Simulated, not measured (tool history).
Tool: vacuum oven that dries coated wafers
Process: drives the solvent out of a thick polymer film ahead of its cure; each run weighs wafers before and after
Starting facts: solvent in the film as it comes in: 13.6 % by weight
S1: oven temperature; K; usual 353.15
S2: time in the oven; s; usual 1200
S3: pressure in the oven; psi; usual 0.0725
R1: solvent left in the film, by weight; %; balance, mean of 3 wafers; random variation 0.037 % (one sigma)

run 1 hour=0 | S1=353.15 S2=1200 S3=0.0725 | R1=1.63
-- hour=45.9 vacuum gauge cleaned of residue and calibrated
run 2 hour=52.4 | S1=353.15 S2=1200 S3=0.0725 | R1=1.21
run 3 hour=83.8 | S1=353.15 S2=1200 S3=0.0725 | R1=1.13
run 4 hour=159.3 | S1=343.15 S2=1200 S3=0.0725 | R1=2.75
-- hour=190.6 oven's thermocouples calibrated
run 5 hour=220.5 | S1=343.15 S2=1200 S3=0.0725 | R1=3.08
run 6 hour=257.8 | S1=366.15 S2=1200 S3=0.0725 | R1=0.44
run 7 hour=311.1 | S1=366.15 S2=1200 S3=0.0725 | R1=0.39
run 8 hour=348.3 | S1=344.15 S2=1860 S3=0.2872 | R1=4.19
run 9 hour=422.9 | S1=360.15 S2=1620 S3=0.0725 | R1=0.59
run 10 hour=462.7 | S1=364.15 S2=1620 S3=0.2786 | R1=1.57
run 11 hour=500.9 | S1=364.15 S2=1620 S3=0.2786 | R1=1.65
run 12 hour=555.8 | S1=364.15 S2=1620 S3=0.2786 | R1=1.61
run 13 hour=591.1 | S1=367.15 S2=1200 S3=0.0529 | R1=0.4

Alternative continuations, all from the tool just after run 13; predict every row:
run A hour=632.6 | S1=353.15 S2=840 S3=0.0725 | R1=?
run B hour=632.6 | S1=367.15 S2=780 S3=0.0725 | R1=?
run C hour=632.6 | S1=367.15 S2=1980 S3=0.1854 | R1=?
run D hour=632.6 | S1=340.15 S2=1200 S3=0.0377 | R1=?

run=A R1=2.21
run=B R1=0.6
run=C R1=1.04
run=D R1=3.44
Without the tool's unlogged condition, the same runs would have read:
run=A R1=2.15
run=B R1=0.54
run=C R1=0.96
run=D R1=3.32

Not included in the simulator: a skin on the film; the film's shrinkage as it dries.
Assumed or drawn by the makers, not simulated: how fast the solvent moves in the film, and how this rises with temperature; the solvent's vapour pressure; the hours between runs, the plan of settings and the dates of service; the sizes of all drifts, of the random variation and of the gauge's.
